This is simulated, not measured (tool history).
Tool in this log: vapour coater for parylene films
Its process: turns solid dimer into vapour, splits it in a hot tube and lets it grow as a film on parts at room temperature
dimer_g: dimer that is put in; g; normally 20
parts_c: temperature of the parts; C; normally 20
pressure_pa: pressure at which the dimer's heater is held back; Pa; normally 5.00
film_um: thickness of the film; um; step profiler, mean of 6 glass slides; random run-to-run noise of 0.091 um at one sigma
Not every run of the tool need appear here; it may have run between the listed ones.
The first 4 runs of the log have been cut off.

| run | hour | dimer_g | parts_c | pressure_pa | hours of work since the trap's valve was overhauled | hours of work since the table's thermometer was calibrated | film_um |
|---|---|---|---|---|---|---|---|
| 5 | 108.1 | 20 | 31 | 5.00 | 395 | 532 | 6.72 |
| 6 | 127.6 | 20 | 31 | 5.00 | 409 | 546 | 6.82 |
| 7 | 149.5 | 20 | 31 | 5.00 | 425 | 562 | 6.90 |
| 8 | 181.3 | 19 | 20 | 5.00 | 448 | 585 | 10.45 |
| 9 | 204.6 | 19 | 20 | 5.00 | 465 | 601 | 10.38 |
| 10 | 227.9 | 20 | 20 | 5.00 | 482 | 618 | 11.08 |
| 11 | 249.0 | 20 | 31 | 5.00 | 497 | 634 | 6.82 |
| 12 | 277.5 | 20 | 20 | 5.00 | 518 | 654 | 11.09 |
| 13 | 292.6 | 20 | 20 | 5.00 | 529 | 665 | 10.91 |
|  | 309.7 | trap's valve overhauled |
| 14 | 313.2 | 20 | 20 | 5.00 | 3 | 677 | 10.92 |
| 15 | 343.9 | 20 | 20 | 5.00 | 25 | 699 | 10.79 |
| 16 | 376.5 | 20 | 20 | 5.00 | 48 | 723 | 11.11 |
| 17 | 399.1 | 20 | 20 | 5.00 | 65 | 739 | 11.19 |
| 18 | 420.4 | 20 | 20 | 5.00 | 80 | 755 | 11.11 |
| 19 | 442.0 | 20 | 20 | 5.00 | 96 | 770 | 11.02 |
| 20 | 458.9 | 20 | 20 | 5.00 | 108 | 783 | 10.94 |
| 21 | 492.3 | 20 | 20 | 5.00 | 132 | 807 | 11.00 |
| 22 | 507.9 | 20 | 20 | 2.27 | 144 | 818 | 12.80 |
| 23 | 522.2 | 20 | 20 | 6.26 | 154 | 828 | 10.71 |
| 24 | 547.6 | 20 | 32 | 6.26 | 172 | 847 | 6.34 |
| 25 | 573.9 | 20 | 13 | 4.15 | 191 | 866 | 15.19 |

Estimate the outcome of run 26 from the log above:
| 26 | 589.0 | 16 | 20 | 5.29 | 202 | 877 | ? |

film_um: 8.69 um
The same run, on a tool lacking any hidden state, would have yielded film_um 8.72 um.
